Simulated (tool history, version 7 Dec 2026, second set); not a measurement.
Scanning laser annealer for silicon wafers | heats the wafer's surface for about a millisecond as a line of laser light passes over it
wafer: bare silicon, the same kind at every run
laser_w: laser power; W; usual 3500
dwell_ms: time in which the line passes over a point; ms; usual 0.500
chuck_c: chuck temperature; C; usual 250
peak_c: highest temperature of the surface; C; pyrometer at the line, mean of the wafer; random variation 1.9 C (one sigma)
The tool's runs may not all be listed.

| run | day | laser_w | dwell_ms | chuck_c | peak_c |
|---|---|---|---|---|---|
| 1 | 0.000 | 3500 | 0.500 | 250 | 1040 |
| 2 | 1.104 | 3500 | 0.500 | 250 | 1033 |
| 3 | 2.633 | 3500 | 0.500 | 250 | 1036 |
| 4 | 3.408 | 3500 | 0.500 | 250 | 1032 |
| 5 | 4.888 | 3500 | 0.500 | 250 | 1030 |
| 6 | 6.258 | 3500 | 0.500 | 250 | 1032 |
| 7 | 7.175 | 3500 | 0.500 | 250 | 1030 |
| 8 | 8.162 | 3221 | 0.500 | 250 | 963 |
| 9 | 9.621 | 3221 | 0.416 | 250 | 902 |
|  | 10.712 | window over the wafer cleaned |
| 10 | 11.225 | 3221 | 0.416 | 250 | 939 |
| 11 | 12.296 | 3221 | 0.416 | 250 | 940 |
| 12 | 13.417 | 3221 | 0.416 | 250 | 941 |
| 13 | 14.121 | 3221 | 0.416 | 250 | 938 |
| 14 | 15.392 | 3500 | 0.500 | 250 | 1066 |
| 15 | 16.962 | 3500 | 0.500 | 250 | 1065 |
| 16 | 17.983 | 3390 | 0.500 | 250 | 1036 |
| 17 | 19.292 | 3500 | 0.503 | 250 | 1064 |
| 18 | 19.967 | 3500 | 0.500 | 250 | 1063 |
| 19 | 21.529 | 3803 | 0.500 | 250 | 1139 |
| 20 | 22.583 | 3803 | 0.500 | 250 | 1137 |
| 21 | 23.529 | 3500 | 0.500 | 272 | 1078 |
| 22 | 24.592 | 3500 | 0.500 | 258 | 1066 |
| 23 | 25.862 | 3127 | 0.500 | 250 | 960 |
| 24 | 26.662 | 3335 | 0.526 | 280 | 1060 |
| 25 | 27.742 | 3335 | 0.526 | 280 | 1062 |
| 26 | 28.621 | 3593 | 0.424 | 224 | 991 |
| 27 | 29.796 | 3697 | 0.482 | 222 | 1059 |
| 28 | 31.100 | 3697 | 0.482 | 222 | 1058 |
| 29 | 32.058 | 2999 | 0.597 | 231 | 960 |
| 30 | 32.846 | 3500 | 0.559 | 250 | 1089 |
| 31 | 33.492 | 3500 | 0.559 | 250 | 1086 |
| 32 | 34.183 | 3161 | 0.530 | 247 | 978 |
| 33 | 35.162 | 3474 | 0.520 | 250 | 1050 |
| 34 | 35.946 | 3474 | 0.405 | 259 | 975 |
| 35 | 37.138 | 3712 | 0.397 | 247 | 1008 |
| 36 | 38.304 | 3510 | 0.500 | 263 | 1056 |
| 37 | 39.258 | 3510 | 0.432 | 263 | 1006 |
| 38 | 40.375 | 3510 | 0.432 | 263 | 1007 |
|  | 40.729 | optics aligned, line set to its width |
| 39 | 41.771 | 3579 | 0.500 | 256 | 1085 |

Hidden state or all else? Some run-to-run changes of peak_c, split into what the settings, what came in and random variation would give without the hidden state, and what is left for the hidden state (with any gauge scatter that isn't in both results):
The hidden state here: light that passes the window, % of a clean one's; laser's true power over the reading, %; width of the line over the set one, %; drift of the gauge itself on peak_c, C.
Run 9 -> 10: window over the wafer cleaned. peak_c +37 C: hidden state +37, all else +0.
Run 13 -> 14: laser_w 3221 -> 3500, dwell_ms 0.416 -> 0.500. peak_c +128 C: hidden state -4, all else +132.
Run 29 -> 30: laser_w 2999 -> 3500, dwell_ms 0.597 -> 0.559, chuck_c 231 -> 250. peak_c +129 C: hidden state -6, all else +135.
Run 31 -> 32: laser_w 3500 -> 3161, dwell_ms 0.559 -> 0.530, chuck_c 250 -> 247. peak_c -108 C: hidden state +4, all else -112.
Run 38 -> 39: laser_w 3510 -> 3579, dwell_ms 0.432 -> 0.500, chuck_c 263 -> 256, optics aligned, line set to its width. peak_c +78 C: hidden state +14, all else +64.
